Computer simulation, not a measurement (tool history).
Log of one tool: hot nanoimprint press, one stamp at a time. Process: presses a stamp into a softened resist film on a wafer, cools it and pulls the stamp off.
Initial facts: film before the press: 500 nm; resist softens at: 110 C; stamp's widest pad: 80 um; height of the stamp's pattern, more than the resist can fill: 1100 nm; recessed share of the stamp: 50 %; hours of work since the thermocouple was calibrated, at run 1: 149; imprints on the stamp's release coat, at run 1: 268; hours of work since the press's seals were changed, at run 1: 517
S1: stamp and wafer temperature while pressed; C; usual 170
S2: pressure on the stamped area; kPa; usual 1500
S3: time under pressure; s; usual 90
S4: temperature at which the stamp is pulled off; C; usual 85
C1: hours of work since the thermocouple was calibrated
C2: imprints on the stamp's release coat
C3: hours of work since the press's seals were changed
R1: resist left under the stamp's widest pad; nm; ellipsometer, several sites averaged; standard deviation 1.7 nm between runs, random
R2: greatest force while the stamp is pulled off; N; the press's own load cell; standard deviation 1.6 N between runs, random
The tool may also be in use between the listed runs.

Run 1, hour 0.0: usual settings; C1 149; C2 268; C3 517. Result: R1 280.8 nm, R2 242 N.
Run 2, hour 37.5: usual settings; C1 173; C2 378; C3 540. Result: R1 281.4 nm, R2 243 N.
Run 3, hour 66.8: usual settings; C1 191; C2 463; C3 558. Result: R1 283.3 nm, R2 249 N.
Run 4, hour 101.9: usual settings; C1 213; C2 566; C3 580. Result: R1 283.5 nm, R2 245 N.
At hour 110.6: stamp cleaned and given a new release coat.
Run 5, hour 142.6: usual settings; C1 235; C2 94; C3 602. Result: R1 283.9 nm, R2 232 N.
Run 6, hour 165.5: usual settings; C1 249; C2 161; C3 617. Result: R1 288.7 nm, R2 234 N.
Run 7, hour 193.5: usual settings but S4 82 C; C1 267; C2 243; C3 634. Result: R1 290.0 nm, R2 246 N.
Run 8, hour 217.6: usual settings but S4 82 C; C1 282; C2 313; C3 649. Result: R1 291.5 nm, R2 245 N.
Run 9, hour 246.3: usual settings but S1 164 C, S3 103 s, S4 71 C; C1 300; C2 397; C3 667. Result: R1 350.1 nm, R2 272 N.
Run 10, hour 290.1: usual settings but S1 164 C, S3 103 s, S4 87 C; C1 327; C2 526; C3 695. Result: R1 354.9 nm, R2 244 N.
At hour 313.7: stamp cleaned and given a new release coat.
Run 11, hour 319.7: usual settings but S3 61 s, S4 81 C; C1 342; C2 18; C3 710. Result: R1 328.0 nm, R2 235 N.
At hour 350.3: press's hydraulic seals changed and the load cell set to zero.
Run 12, hour 358.0: usual settings but S3 61 s, S4 81 C; C1 361; C2 106; C3 5. Result: R1 325.7 nm, R2 240 N.
Run 13, hour 386.2: usual settings but S1 180 C, S2 1630 kPa; C1 379; C2 189; C3 22. Result: R1 176.1 nm, R2 239 N.
Run 14, hour 421.6: usual settings but S2 970 kPa, S3 96 s; C1 401; C2 292; C3 45. Result: R1 324.7 nm, R2 243 N.
Run 15, hour 463.6: usual settings but S1 177 C, S3 112 s; C1 427; C2 415; C3 71. Result: R1 194.9 nm, R2 247 N.

What if the next run were any one of these 3? Each begins from the tool's condition after run 15:
Run A, hour 485.3: usual settings but S1 173 C, S3 136 s; C1 441; C2 479; C3 85. Result: R1 ?, R2 ?.
Run B, hour 485.3: usual settings but S2 1040 kPa; C1 441; C2 479; C3 85. Result: R1 ?, R2 ?.
Run C, hour 485.3: usual settings but S1 177 C, S2 1030 kPa, S3 152 s; C1 441; C2 479; C3 85. Result: R1 ?, R2 ?.

run     R1   R2
  A  220.4  249
  B  328.4  252
  C  198.9  254
Stripped of hidden state, with their random variation kept, the same runs would have yielded:
run     R1   R2
  A  197.9  227
  B  302.7  230
  C  179.3  232
